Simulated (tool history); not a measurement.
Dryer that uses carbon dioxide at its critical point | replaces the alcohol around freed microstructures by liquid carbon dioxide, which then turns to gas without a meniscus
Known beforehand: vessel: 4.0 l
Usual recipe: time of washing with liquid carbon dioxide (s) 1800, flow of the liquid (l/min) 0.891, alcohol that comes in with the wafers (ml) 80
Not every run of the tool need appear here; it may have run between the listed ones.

run   hour  time of washing with liquid carbon dioxide (s)  flow of the liquid (l/min)  alcohol that comes in with the wafers (ml)  alcohol left in the vessel before it's heated (ppm by volume)
  1    0.0                                            1800                       0.891                                          80                                                            205
  2    5.0                                            1920                       0.891                                          80                                                            151
  3    9.3                                            1800                       0.891                                          80                                                            208
  4   13.9                                            1800                       0.891                                          88                                                            236
  5   21.9                                            1380                       0.891                                          88                                                            678
  6   28.9                                            1800                       0.891                                          45                                                            125
  7   35.6                                            1800                       0.891                                          45                                                            142
  8   43.4                                            1800                       0.891                                          45                                                            128
  9   51.2                                            1800                       0.891                                          80                                                            219
 10   61.7                                            1800                       0.891                                          80                                                            215
 11   68.4                                            1800                       0.891                                          80                                                            217
 12   73.1                                            1800                       0.891                                          35                                                            105
 13   83.3                                            1800                       0.891                                          35                                                            108
 14   89.0                                            1800                       0.891                                          35                                                            107
 15   94.5                                            2580                       0.891                                          80                                                             53
 16  100.8                                            1800                       0.991                                          80                                                            148
 17  106.8                                            1800                       0.991                                          80                                                            143
 18  112.3                                            1800                       0.991                                          80                                                            144
 19  122.5                                            1800                       0.991                                          80                                                            140
 20  131.0                                            1800                       0.991                                          80                                                            154
 21  137.7                                            1800                       0.991                                          80                                                            141
 22  145.5                                            2100                       0.891                                          80                                                            121
 23  150.0                                            2100                       0.891                                          80                                                            128
 24  160.5                                            1380                       0.891                                          88                                                            741
 25  170.0                                            1260                       1.136                                          88                                                            410
 26  178.2                                            1260                       1.136                                          88                                                            402
 27  188.4                                            1260                       1.136                                          88                                                            402
 28  198.7                                            1260                       1.136                                          88                                                            399
 29  209.1                                            1440                       1.107                                          88                                                            262
 30  219.5                                            1140                       0.927                                          27                                                            378
 31  229.0                                            1140                       1.141                                         118                                                            783
 32  237.3                                            1140                       1.141                                         118                                                            774
 33  247.7                                            1980                       1.463                                          54                                                             37
 34  252.4                                            2880                       1.463                                         109                                                             36
 35  262.3                                            1860                       0.781                                          52                                                            256
 36  272.0                                            2040                       0.891                                          80                                                            156
 37  280.4                                            2460                       0.676                                          89                                                            269
 38  286.4                                            2460                       0.676                                          89                                                            271
 39  293.4                                            2460                       0.676                                          89                                                            268
 40  300.0                                            2580                       0.891                                          59                                                             59
 41  308.6                                            1560                       0.891                                          96                                                            542
 42  316.2                                            1380                       0.555                                          79                                                           2501
 43  325.9                                            1380                       0.806                                          29                                                            368
 44  331.3                                            1800                       0.891                                          79                                                            267
 45  340.6                                            1320                       1.067                                          80                                                            441
 46  349.6                                            1320                       1.067                                          80                                                            443

Table of differences, measured result less the result of that run with no hidden state. Run-to-run variation is the same in both. Gauge scatter possibly is not:
What the log doesn't record here: flow that reaches the vessel past the clogged filter, %; alcohol in the recycled carbon dioxide, ppm; drift of the gauge itself on alcohol_ppm, %.
run  alcohol left in the vessel before it's heated (ppm by volume)
  1                                                           +102
  2                                                            +80
  3                                                           +102
  4                                                           +115
  5                                                           +273
  6                                                            +66
  7                                                            +67
  8                                                            +67
  9                                                           +112
 10                                                           +111
 11                                                           +114
 12                                                            +59
 13                                                            +60
 14                                                            +62
 15                                                            +33
 16                                                            +85
 17                                                            +84
 18                                                            +85
 19                                                            +87
 20                                                            +88
 21                                                            +88
 22                                                            +77
 23                                                            +77
 24                                                           +329
 25                                                           +207
 26                                                           +207
 27                                                           +207
 28                                                           +210
 29                                                           +154
 30                                                           +169
 31                                                           +383
 32                                                           +386
 33                                                            +28
 34                                                            +26
 35                                                           +142
 36                                                           +105
 37                                                           +159
 38                                                           +163
 39                                                           +163
 40                                                            +47
 41                                                           +292
 42                                                           +839
 43                                                           +183
 44                                                           +167
 45                                                           +243
 46                                                           +253

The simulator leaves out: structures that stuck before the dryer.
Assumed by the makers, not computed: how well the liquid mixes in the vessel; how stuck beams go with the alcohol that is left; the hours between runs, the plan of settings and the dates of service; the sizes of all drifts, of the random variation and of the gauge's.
